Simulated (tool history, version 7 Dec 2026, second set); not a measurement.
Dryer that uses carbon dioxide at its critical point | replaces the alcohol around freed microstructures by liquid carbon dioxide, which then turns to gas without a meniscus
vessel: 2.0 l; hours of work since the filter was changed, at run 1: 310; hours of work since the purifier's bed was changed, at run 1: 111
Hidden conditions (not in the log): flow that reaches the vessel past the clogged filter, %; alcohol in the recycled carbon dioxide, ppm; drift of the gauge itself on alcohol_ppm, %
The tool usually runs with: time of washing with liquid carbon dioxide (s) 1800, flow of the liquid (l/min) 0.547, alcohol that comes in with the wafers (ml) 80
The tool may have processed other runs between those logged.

| run | hour | time of washing with liquid carbon dioxide (s) | flow of the liquid (l/min) | alcohol that comes in with the wafers (ml) | hours of work since the filter was changed | hours of work since the purifier's bed was changed | alcohol left in the vessel before it's heated (ppm by volume) |
|---|---|---|---|---|---|---|---|
| 1 | 0.0 | 1800 | 0.547 | 80 | 310 | 111 | 101 |
| 2 | 11.5 | 1800 | 0.547 | 80 | 318 | 119 | 106 |
| 3 | 26.4 | 1800 | 0.547 | 80 | 329 | 129 | 97 |
| 4 | 33.9 | 1800 | 0.547 | 80 | 334 | 135 | 111 |
| 5 | 41.8 | 1800 | 0.547 | 80 | 340 | 140 | 116 |
| 6 | 52.8 | 1800 | 0.547 | 80 | 347 | 148 | 112 |
| 7 | 60.0 | 1800 | 0.547 | 21 | 353 | 153 | 58 |
| 8 | 74.4 | 1800 | 0.547 | 21 | 363 | 163 | 55 |
| 9 | 86.9 | 1800 | 0.547 | 21 | 372 | 172 | 51 |
| 10 | 94.6 | 1800 | 0.547 | 21 | 377 | 178 | 60 |
|  | 101.5 | inlet filter changed |
| 11 | 109.1 | 1140 | 0.547 | 80 | 5 | 187 | 595 |
| 12 | 123.8 | 1200 | 0.547 | 80 | 16 | 197 | 473 |
| 13 | 133.9 | 1320 | 0.547 | 52 | 23 | 205 | 223 |
| 14 | 141.5 | 1500 | 0.388 | 46 | 28 | 210 | 495 |
| 15 | 151.6 | 2100 | 0.448 | 66 | 35 | 217 | 95 |
| 16 | 161.9 | 1380 | 0.507 | 23 | 43 | 224 | 145 |
| 17 | 175.3 | 1800 | 0.471 | 117 | 52 | 234 | 240 |
| 18 | 188.0 | 1200 | 0.394 | 80 | 61 | 243 | 1704 |
| 19 | 196.9 | 1200 | 0.394 | 80 | 67 | 249 | 1776 |
| 20 | 207.9 | 1200 | 0.394 | 80 | 75 | 257 | 1750 |
| 21 | 217.4 | 1980 | 0.769 | 108 | 82 | 264 | 44 |

Forecast each of these 3 alternatives for the next run:
| A | 227.2 | 1980 | 0.367 | 80 | 89 | 271 | ? |
| B | 227.2 | 1980 | 0.794 | 84 | 89 | 271 | ? |
| C | 227.2 | 1980 | 0.516 | 58 | 89 | 271 | ? |

| run | alcohol left in the vessel before it's heated (ppm by volume) |
|---|---|
| A | 388 |
| B | 49 |
| C | 82 |
With the hidden condition removed and each run's random variation left untouched, the same runs would have given:
| run | alcohol left in the vessel before it's heated (ppm by volume) |
|---|---|
| A | 302 |
| B | 1 |
| C | 30 |
